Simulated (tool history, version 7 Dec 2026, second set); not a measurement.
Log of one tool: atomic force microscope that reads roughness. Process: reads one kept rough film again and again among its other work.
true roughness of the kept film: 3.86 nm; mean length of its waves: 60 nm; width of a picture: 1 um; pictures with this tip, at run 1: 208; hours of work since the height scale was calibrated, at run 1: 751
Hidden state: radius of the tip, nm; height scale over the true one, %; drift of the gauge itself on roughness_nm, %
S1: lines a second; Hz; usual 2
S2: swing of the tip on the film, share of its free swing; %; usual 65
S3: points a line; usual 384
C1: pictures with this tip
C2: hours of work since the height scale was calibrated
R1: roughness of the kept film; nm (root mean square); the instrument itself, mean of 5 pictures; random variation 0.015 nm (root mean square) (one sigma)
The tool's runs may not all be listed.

run   hour    S1  S2   S3   C1   C2     R1
  1      0     2  65  384  208  751  3.436
  2   17.7     2  65  384  221  759  3.451
  3   33.2     2  65  404  234  767  3.428
  4   67.5     2  65  384  260  784  3.427
  5   89.6     2  65  384  277  796  3.408
  6  122.1     2  65  384  303  812  3.371
     129.8  -- new tip fitted
  7    146     2  65  384   13  824  3.606
  8  169.7     2  87  323   31  836  3.244
     173.1  -- height scale calibrated on a step standard
  9  194.5  1.99  64  381   50   11  3.586
 10    215  1.99  64  381   66   21  3.581
 11  244.2  1.15  78  615   89   36  3.503
     253.9  -- height scale calibrated on a step standard, once more
 12  270.7  0.66  60  866  109    9  3.642
 13  290.7     2  65  767  124   19  3.513
 14  323.5  3.54  65  493  150   35  3.317

5 ways to go on from here, each from the tool as it stands after run 14. What would each give?
  A  348.3  2.77  66  432  169  48   ?
  B  348.3     2  68  384  169  48   ?
  C  348.3  1.89  71  462  169  48   ?
  D  348.3  1.18  65  631  169  48   ?
  E  348.3  3.54  84  454  169  48   ?

run     R1
  A  3.378
  B  3.428
  C   3.44
  D  3.512
  E  2.902
Without the tool's hidden state the same runs would have given:
run     R1
  A  3.511
  B  3.563
  C  3.576
  D   3.65
  E  3.016
